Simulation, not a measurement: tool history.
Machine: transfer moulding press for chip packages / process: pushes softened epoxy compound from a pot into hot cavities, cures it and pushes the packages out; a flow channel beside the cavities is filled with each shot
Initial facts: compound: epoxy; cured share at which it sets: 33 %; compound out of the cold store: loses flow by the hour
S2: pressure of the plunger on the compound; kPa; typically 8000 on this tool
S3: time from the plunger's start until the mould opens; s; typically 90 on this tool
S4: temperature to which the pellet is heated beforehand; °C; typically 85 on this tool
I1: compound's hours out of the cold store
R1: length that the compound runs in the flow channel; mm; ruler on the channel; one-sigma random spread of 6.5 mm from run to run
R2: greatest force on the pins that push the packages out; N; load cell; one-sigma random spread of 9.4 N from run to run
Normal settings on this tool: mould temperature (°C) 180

{"run": 1, "hour": 0.0, "mould temperature (°C)": 180, "S2": 8000, "S3": 90, "S4": 85, "I1": 32.7, "R1": 754, "R2": 662}
{"run": 2, "hour": 8.3, "mould temperature (°C)": 180, "S2": 8000, "S3": 90, "S4": 85, "I1": 20.9, "R1": 775, "R2": 742}
{"run": 3, "hour": 15.0, "mould temperature (°C)": 180, "S2": 8000, "S3": 90, "S4": 76, "I1": 38.6, "R1": 720, "R2": 737}
{"run": 4, "hour": 23.3, "mould temperature (°C)": 173, "S2": 8000, "S3": 90, "S4": 85, "I1": 45.5, "R1": 727, "R2": 1125}
{"run": 5, "hour": 32.8, "mould temperature (°C)": 173, "S2": 8000, "S3": 90, "S4": 85, "I1": 20.2, "R1": 817, "R2": 1307}
{"run": 6, "hour": 41.1, "mould temperature (°C)": 180, "S2": 8000, "S3": 90, "S4": 85, "I1": 12.7, "R1": 805, "R2": 864}
{"hour": 43.9, "done": "cavities cleaned with cleaning compound and waxed"}
{"run": 7, "hour": 49.7, "mould temperature (°C)": 180, "S2": 8000, "S3": 90, "S4": 82, "I1": 26, "R1": 761, "R2": 504}
{"run": 8, "hour": 54.9, "mould temperature (°C)": 180, "S2": 8000, "S3": 90, "S4": 82, "I1": 9.7, "R1": 815, "R2": 560}
{"run": 9, "hour": 62.4, "mould temperature (°C)": 180, "S2": 8000, "S3": 90, "S4": 85, "I1": 17.8, "R1": 780, "R2": 592}
{"run": 10, "hour": 66.6, "mould temperature (°C)": 180, "S2": 8000, "S3": 90, "S4": 89, "I1": 45.8, "R1": 690, "R2": 584}
{"run": 11, "hour": 75.8, "mould temperature (°C)": 180, "S2": 8000, "S3": 90, "S4": 89, "I1": 47.4, "R1": 687, "R2": 605}
{"run": 12, "hour": 83.6, "mould temperature (°C)": 180, "S2": 8000, "S3": 90, "S4": 85, "I1": 29.8, "R1": 745, "R2": 706}
{"run": 13, "hour": 93.1, "mould temperature (°C)": 180, "S2": 8000, "S3": 90, "S4": 85, "I1": 21.4, "R1": 759, "R2": 750}
{"run": 14, "hour": 97.4, "mould temperature (°C)": 180, "S2": 8000, "S3": 90, "S4": 85, "I1": 47.6, "R1": 687, "R2": 709}
{"run": 15, "hour": 104.8, "mould temperature (°C)": 180, "S2": 8000, "S3": 82, "S4": 85, "I1": 43.6, "R1": 695, "R2": 874}
{"run": 16, "hour": 111.4, "mould temperature (°C)": 181, "S2": 8000, "S3": 90, "S4": 85, "I1": 23.2, "R1": 760, "R2": 764}
{"run": 17, "hour": 119.7, "mould temperature (°C)": 188, "S2": 6830, "S3": 108, "S4": 85, "I1": 13.7, "R1": 710, "R2": 576}
{"run": 18, "hour": 123.9, "mould temperature (°C)": 181, "S2": 7210, "S3": 111, "S4": 85, "I1": 29.6, "R1": 693, "R2": 616}
{"hour": 128.3, "done": "cavities cleaned with cleaning compound and waxed"}
{"run": 19, "hour": 134.8, "mould temperature (°C)": 181, "S2": 7210, "S3": 111, "S4": 85, "I1": 13.8, "R1": 753, "R2": 374}
{"run": 20, "hour": 141.9, "mould temperature (°C)": 181, "S2": 7210, "S3": 111, "S4": 85, "I1": 45.2, "R1": 651, "R2": 419}
{"run": 21, "hour": 146.2, "mould temperature (°C)": 184, "S2": 8570, "S3": 92, "S4": 94, "I1": 32.6, "R1": 734, "R2": 474}
{"run": 22, "hour": 152.0, "mould temperature (°C)": 184, "S2": 8570, "S3": 92, "S4": 94, "I1": 32.7, "R1": 731, "R2": 500}
{"run": 23, "hour": 161.9, "mould temperature (°C)": 180, "S2": 8000, "S3": 90, "S4": 78, "I1": 43.1, "R1": 671, "R2": 648}
{"run": 24, "hour": 166.4, "mould temperature (°C)": 180, "S2": 6710, "S3": 126, "S4": 85, "I1": 12.8, "R1": 728, "R2": 492}
{"run": 25, "hour": 175.5, "mould temperature (°C)": 180, "S2": 6710, "S3": 126, "S4": 85, "I1": 42.1, "R1": 633, "R2": 530}
{"run": 26, "hour": 182.2, "mould temperature (°C)": 180, "S2": 6710, "S3": 126, "S4": 85, "I1": 41.9, "R1": 624, "R2": 522}
{"run": 27, "hour": 191.6, "mould temperature (°C)": 180, "S2": 8000, "S3": 130, "S4": 85, "I1": 30.5, "R1": 723, "R2": 550}
{"run": 28, "hour": 201.5, "mould temperature (°C)": 177, "S2": 8000, "S3": 90, "S4": 85, "I1": 38.9, "R1": 696, "R2": 953}
{"run": 29, "hour": 205.8, "mould temperature (°C)": 176, "S2": 8000, "S3": 90, "S4": 85, "I1": 40, "R1": 709, "R2": 973}

4 options for the next run, each taken on its own from the tool as it stands now. Forecast them:
{"hour": 212.2, "done": "cavities cleaned with cleaning compound and waxed"}
{"run": "A", "hour": 215.6, "mould temperature (°C)": 175, "S2": 7730, "S3": 90, "S4": 85, "I1": 30.8, "R1": "?", "R2": "?"}
{"hour": 212.2, "done": "cavities cleaned with cleaning compound and waxed"}
{"run": "B", "hour": 215.6, "mould temperature (°C)": 188, "S2": 8000, "S3": 90, "S4": 85, "I1": 38.7, "R1": "?", "R2": "?"}
{"hour": 212.2, "done": "cavities cleaned with cleaning compound and waxed"}
{"run": "C", "hour": 215.6, "mould temperature (°C)": 176, "S2": 8000, "S3": 75, "S4": 85, "I1": 28, "R1": "?", "R2": "?"}
{"hour": 212.2, "done": "cavities cleaned with cleaning compound and waxed"}
{"run": "D", "hour": 215.6, "mould temperature (°C)": 178, "S2": 8000, "S3": 90, "S4": 85, "I1": 18, "R1": "?", "R2": "?"}

run=A R1=718 R2=655
run=B R1=668 R2=382
run=C R1=738 R2=930
run=D R1=771 R2=557
Take away the tool's hidden state, keep each run's random variation, and the runs would have read:
run=A R1=756 R2=579
run=B R1=705 R2=353
run=C R1=777 R2=827
run=D R1=812 R2=493
